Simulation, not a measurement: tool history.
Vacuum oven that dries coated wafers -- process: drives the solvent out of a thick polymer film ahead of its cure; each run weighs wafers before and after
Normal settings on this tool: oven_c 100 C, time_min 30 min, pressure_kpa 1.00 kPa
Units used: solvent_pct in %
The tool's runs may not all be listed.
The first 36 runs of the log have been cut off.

Run 37, hour 1569.0: usual settings but oven_c 111 C, time_min 29 min, pressure_kpa 2.02 kPa. Result: solvent_pct 1.06 %.
Run 38, hour 1604.3: usual settings but oven_c 111 C, time_min 29 min, pressure_kpa 2.02 kPa. Result: solvent_pct 0.97 %.
Run 39, hour 1647.4: usual settings but time_min 17 min. Result: solvent_pct 5.69 %.
Run 40, hour 1681.8: usual settings but oven_c 111 C, time_min 16 min, pressure_kpa 0.77 kPa. Result: solvent_pct 1.92 %.
Run 41, hour 1726.5: usual settings but oven_c 111 C, time_min 16 min, pressure_kpa 0.77 kPa. Result: solvent_pct 1.93 %.
Run 42, hour 1767.4: usual settings but oven_c 111 C, time_min 28 min, pressure_kpa 0.77 kPa. Result: solvent_pct 0.55 %.
Run 43, hour 1814.7: usual settings but oven_c 111 C, time_min 28 min, pressure_kpa 1.94 kPa. Result: solvent_pct 1.07 %.
Run 44, hour 1873.1: usual settings but oven_c 101 C, time_min 28 min, pressure_kpa 1.94 kPa. Result: solvent_pct 2.85 %.
Run 45, hour 1916.5: usual settings but oven_c 103 C, time_min 28 min, pressure_kpa 0.90 kPa. Result: solvent_pct 1.87 %.
Run 46, hour 1946.7: usual settings but time_min 27 min. Result: solvent_pct 2.93 %.

4 ways to go on from here, each from the tool as it stands after run 46. What would each give?
Run A, hour 1995.8: usual settings but oven_c 93 C, time_min 43 min, pressure_kpa 1.36 kPa. Result: solvent_pct ?.
Run B, hour 1995.8: usual settings but oven_c 105 C, time_min 26 min. Result: solvent_pct ?.
Run C, hour 1995.8: usual settings but oven_c 105 C, time_min 49 min. Result: solvent_pct ?.
Run D, hour 1995.8: usual settings but oven_c 91 C, time_min 20 min, pressure_kpa 0.97 kPa. Result: solvent_pct ?.

run  solvent_pct
  A         3.28
  B         1.73
  C         0.53
  D         8.86
Stripped of hidden state, with their random variation kept, the same runs would have yielded:
run  solvent_pct
  A         3.27
  B         1.72
  C         0.52
  D         8.86
